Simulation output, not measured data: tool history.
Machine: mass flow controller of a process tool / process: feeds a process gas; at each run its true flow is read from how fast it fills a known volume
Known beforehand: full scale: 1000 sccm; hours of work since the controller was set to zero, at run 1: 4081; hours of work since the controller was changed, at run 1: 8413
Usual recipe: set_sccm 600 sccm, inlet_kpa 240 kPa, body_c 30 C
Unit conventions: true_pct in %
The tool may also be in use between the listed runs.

| run | hour | set_sccm | inlet_kpa | body_c | hours of work since the controller was set to zero | hours of work since the controller was changed | true_pct |
|---|---|---|---|---|---|---|---|
| 1 | 0 | 600 | 240 | 30 | 4081 | 8413 | 94.4 |
|  | 219.1 | controller's zero set anew |
| 2 | 284.7 | 600 | 240 | 30 | 43 | 8598 | 96.11 |
| 3 | 492.2 | 600 | 178 | 30 | 178 | 8733 | 96.22 |
| 4 | 819.9 | 600 | 240 | 30 | 392 | 8947 | 95.94 |
| 5 | 1062.2 | 600 | 240 | 30 | 549 | 9105 | 95.73 |
| 6 | 1371.5 | 600 | 240 | 30 | 751 | 9306 | 95.57 |
| 7 | 1549.5 | 600 | 240 | 30 | 867 | 9422 | 95.49 |
| 8 | 1773.4 | 600 | 240 | 30 | 1013 | 9568 | 95.42 |
| 9 | 1930.2 | 773 | 240 | 30 | 1115 | 9670 | 95.95 |
| 10 | 2070.1 | 600 | 240 | 30 | 1206 | 9761 | 95.28 |
| 11 | 2296.6 | 600 | 240 | 30 | 1354 | 9909 | 95.28 |
| 12 | 2434.1 | 600 | 240 | 30 | 1443 | 9999 | 95.09 |
| 13 | 2686.3 | 600 | 240 | 30 | 1608 | 10163 | 94.99 |
| 14 | 2821.8 | 600 | 240 | 30 | 1696 | 10251 | 94.95 |
| 15 | 3025.9 | 600 | 240 | 30 | 1829 | 10384 | 94.68 |
| 16 | 3215.9 | 182 | 240 | 33 | 1953 | 10508 | 91.47 |
| 17 | 3456.7 | 110 | 148 | 32 | 2110 | 10665 | 89.51 |
| 18 | 3652.6 | 791 | 240 | 32 | 2238 | 10793 | 95.08 |
| 19 | 3888.4 | 110 | 240 | 30 | 2391 | 10946 | 88.71 |
| 20 | 4191.6 | 155 | 240 | 30 | 2589 | 11144 | 90.08 |
| 21 | 4421.7 | 600 | 142 | 34 | 2739 | 11294 | 94.26 |
| 22 | 4681.3 | 524 | 193 | 24 | 2908 | 11463 | 94.21 |
| 23 | 4979.9 | 179 | 235 | 27 | 3103 | 11658 | 89.94 |
| 24 | 5189.7 | 179 | 235 | 27 | 3239 | 11794 | 89.85 |
| 25 | 5338.5 | 179 | 235 | 27 | 3336 | 11891 | 89.55 |
|  | 5417.1 | controller exchanged for a calibrated one |
| 26 | 5494.1 | 208 | 224 | 21 | 50 | 50 | 98.35 |
| 27 | 5672.6 | 267 | 213 | 30 | 167 | 167 | 97.8 |
| 28 | 5944.8 | 267 | 213 | 30 | 344 | 344 | 97.54 |
| 29 | 6188.4 | 519 | 196 | 30 | 503 | 503 | 98.26 |
| 30 | 6336.6 | 519 | 196 | 30 | 599 | 599 | 98.11 |

Here are 3 independent what-if runs from the current tool condition. What would each one return?
| A | 6579.8 | 519 | 172 | 25 | 758 | 758 | ? |
| B | 6579.8 | 600 | 240 | 22 | 758 | 758 | ? |
| C | 6579.8 | 519 | 149 | 30 | 758 | 758 | ? |

| run | true_pct |
|---|---|
| A | 98.44 |
| B | 98.7 |
| C | 98.17 |
Take away the tool's hidden state, keep each run's random variation, and the runs would have read:
| run | true_pct |
|---|---|
| A | 98.95 |
| B | 99.15 |
| C | 98.68 |
